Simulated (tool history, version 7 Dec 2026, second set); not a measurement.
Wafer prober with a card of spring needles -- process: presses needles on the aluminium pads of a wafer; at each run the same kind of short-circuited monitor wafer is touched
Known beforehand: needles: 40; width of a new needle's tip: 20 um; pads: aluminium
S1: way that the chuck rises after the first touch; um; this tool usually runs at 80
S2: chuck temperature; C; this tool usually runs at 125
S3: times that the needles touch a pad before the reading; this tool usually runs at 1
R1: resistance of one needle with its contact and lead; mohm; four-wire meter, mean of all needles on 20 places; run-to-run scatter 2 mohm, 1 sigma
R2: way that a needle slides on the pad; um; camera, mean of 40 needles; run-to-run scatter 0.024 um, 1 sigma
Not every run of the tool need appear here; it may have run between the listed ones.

| run | hour | S1 | S2 | S3 | R1 | R2 |
|---|---|---|---|---|---|---|
| 1 | 0 | 80 | 125 | 1 | 304 | 18.65 |
|  | 11.6 | tips cleaned on abrasive film |
|  | 26.4 | tips cleaned on abrasive film |
| 2 | 32.6 | 80 | 94 | 1 | 341 | 18.6 |
|  | 38.7 | tips cleaned on abrasive film |
|  | 53.9 | tips cleaned on abrasive film |
|  | 66 | tips cleaned on abrasive film |
|  | 81.2 | tips cleaned on abrasive film |
| 3 | 86.7 | 80 | 125 | 1 | 343 | 18.5 |
|  | 95.9 | tips cleaned on abrasive film |
|  | 111 | tips cleaned on abrasive film |
|  | 126.1 | tips cleaned on abrasive film |
|  | 129.5 | height of the first contact set anew |
| 4 | 136 | 80 | 125 | 1 | 364 | 18.39 |
|  | 139.1 | tips cleaned on abrasive film |
|  | 154.3 | tips cleaned on abrasive film |
|  | 169.4 | tips cleaned on abrasive film |
|  | 182.5 | tips cleaned on abrasive film |
| 5 | 182.5 | 80 | 125 | 1 | 233 | 18.33 |
|  | 197.6 | tips cleaned on abrasive film |
|  | 212.8 | tips cleaned on abrasive film |
|  | 228 | tips cleaned on abrasive film |
| 6 | 228.7 | 94 | 125 | 1 | 242 | 21.56 |
|  | 240.8 | tips cleaned on abrasive film |
|  | 255.7 | tips cleaned on abrasive film |
|  | 270.6 | tips cleaned on abrasive film |
|  | 285.6 | tips cleaned on abrasive film |
| 7 | 290 | 94 | 125 | 1 | 298 | 21.53 |
|  | 299.1 | tips cleaned on abrasive film |
|  | 311.3 | tips cleaned on abrasive film |
|  | 324.5 | tips cleaned on abrasive film |
| 8 | 324.5 | 76 | 125 | 1 | 235 | 17.21 |
|  | 333.9 | height of the first contact set anew |
|  | 337 | tips cleaned on abrasive film |
|  | 351.9 | tips cleaned on abrasive film |
|  | 367 | tips cleaned on abrasive film |
|  | 379.2 | tips cleaned on abrasive film |
| 9 | 382.5 | 97 | 125 | 1 | 281 | 22.62 |
|  | 391.5 | tips cleaned on abrasive film |
|  | 406.6 | tips cleaned on abrasive film |
|  | 421.8 | tips cleaned on abrasive film |
|  | 433.9 | tips cleaned on abrasive film |
| 10 | 440.2 | 97 | 125 | 1 | 306 | 22.6 |
|  | 446.3 | tips cleaned on abrasive film |
|  | 461.4 | tips cleaned on abrasive film |
|  | 476.3 | tips cleaned on abrasive film |
|  | 482.6 | height of the first contact set anew, once more |
|  | 489.5 | tips cleaned on abrasive film |
| 11 | 489.5 | 80 | 81 | 1 | 228 | 18.68 |
|  | 504.7 | tips cleaned on abrasive film |
|  | 519.8 | tips cleaned on abrasive film |
| 12 | 526.5 | 80 | 81 | 1 | 342 | 18.71 |
|  | 532.6 | tips cleaned on abrasive film |
|  | 547.5 | tips cleaned on abrasive film |
|  | 559.7 | tips cleaned on abrasive film |
|  | 574.8 | tips cleaned on abrasive film |
|  | 590 | tips cleaned on abrasive film |
| 13 | 592.3 | 68 | 125 | 1 | 313 | 15.82 |
|  | 604.4 | tips cleaned on abrasive film |
|  | 619.4 | tips cleaned on abrasive film |
| 14 | 626.7 | 80 | 125 | 3 | 271 | 18.59 |
|  | 632.8 | tips cleaned on abrasive film |
|  | 648 | tips cleaned on abrasive film |
|  | 663.1 | tips cleaned on abrasive film |
| 15 | 673.2 | 78 | 97 | 1 | 381 | 18.03 |
|  | 676.3 | tips cleaned on abrasive film |
|  | 685.7 | height of the first contact set anew |
|  | 691.8 | tips cleaned on abrasive film |
|  | 706.9 | tips cleaned on abrasive film |
| 16 | 715.4 | 90 | 67 | 1 | 332 | 21.11 |
|  | 721.5 | tips cleaned on abrasive film |
|  | 736.6 | tips cleaned on abrasive film |
|  | 751.6 | tips cleaned on abrasive film |
| 17 | 763 | 71 | 30 | 2 | 333 | 16.54 |
|  | 766.2 | tips cleaned on abrasive film |
|  | 781.3 | tips cleaned on abrasive film |
|  | 796.5 | tips cleaned on abrasive film |
| 18 | 798.3 | 83 | 30 | 1 | 275 | 19.34 |
|  | 809.9 | tips cleaned on abrasive film |
|  | 825 | tips cleaned on abrasive film |
| 19 | 834.2 | 96 | 31 | 2 | 268 | 22.29 |
|  | 837.3 | tips cleaned on abrasive film |
|  | 852.5 | tips cleaned on abrasive film |
|  | 867.6 | tips cleaned on abrasive film |
|  | 879.7 | tips cleaned on abrasive film |
|  | 889 | height of the first contact set anew |
|  | 892.9 | tips cleaned on abrasive film |
| 20 | 892.9 | 80 | 56 | 1 | 224 | 18.71 |
|  | 908 | tips cleaned on abrasive film |
|  | 923 | tips cleaned on abrasive film |
|  | 937.9 | tips cleaned on abrasive film |
| 21 | 946.9 | 65 | 81 | 3 | 301 | 15.13 |
|  | 953 | tips cleaned on abrasive film |
|  | 967.9 | tips cleaned on abrasive film |
|  | 983.1 | tips cleaned on abrasive film |
|  | 998 | tips cleaned on abrasive film |
| 22 | 1002.3 | 86 | 81 | 3 | 253 | 20 |
|  | 1011.5 | tips cleaned on abrasive film |
|  | 1026.6 | tips cleaned on abrasive film |
| 23 | 1036 | 86 | 90 | 1 | 363 | 19.95 |
|  | 1039.1 | tips cleaned on abrasive film |
|  | 1054.1 | tips cleaned on abrasive film |
|  | 1069.3 | tips cleaned on abrasive film |
|  | 1084.2 | tips cleaned on abrasive film |
|  | 1093.3 | height of the first contact set anew |
|  | 1099.4 | tips cleaned on abrasive film |
| 24 | 1100.2 | 93 | 45 | 1 | 231 | 21.83 |

Alternative continuations, all from the tool just after run 24; predict every row:
|  | 1112 | tips cleaned on abrasive film |
|  | 1127.1 | tips cleaned on abrasive film |
|  | 1141.9 | tips cleaned on abrasive film |
|  | 1156.9 | tips cleaned on abrasive film |
| A | 1160.6 | 61 | 125 | 2 | ? | ? |
|  | 1112 | tips cleaned on abrasive film |
|  | 1127.1 | tips cleaned on abrasive film |
|  | 1141.9 | tips cleaned on abrasive film |
|  | 1156.9 | tips cleaned on abrasive film |
| B | 1160.6 | 81 | 99 | 1 | ? | ? |
|  | 1112 | tips cleaned on abrasive film |
|  | 1127.1 | tips cleaned on abrasive film |
|  | 1141.9 | tips cleaned on abrasive film |
|  | 1156.9 | tips cleaned on abrasive film |
| C | 1160.6 | 70 | 89 | 1 | ? | ? |
|  | 1112 | tips cleaned on abrasive film |
|  | 1127.1 | tips cleaned on abrasive film |
|  | 1141.9 | tips cleaned on abrasive film |
|  | 1156.9 | tips cleaned on abrasive film |
| D | 1160.6 | 73 | 125 | 2 | ? | ? |

| run | R1 | R2 |
|---|---|---|
| A | 329 | 14.23 |
| B | 318 | 18.91 |
| C | 352 | 16.29 |
| D | 300 | 17 |
With the hidden condition removed and each run's random variation left untouched, the same runs would have given:
| run | R1 | R2 |
|---|---|---|
| A | 226 | 14.33 |
| B | 214 | 19 |
| C | 214 | 16.38 |
| D | 225 | 17.1 |

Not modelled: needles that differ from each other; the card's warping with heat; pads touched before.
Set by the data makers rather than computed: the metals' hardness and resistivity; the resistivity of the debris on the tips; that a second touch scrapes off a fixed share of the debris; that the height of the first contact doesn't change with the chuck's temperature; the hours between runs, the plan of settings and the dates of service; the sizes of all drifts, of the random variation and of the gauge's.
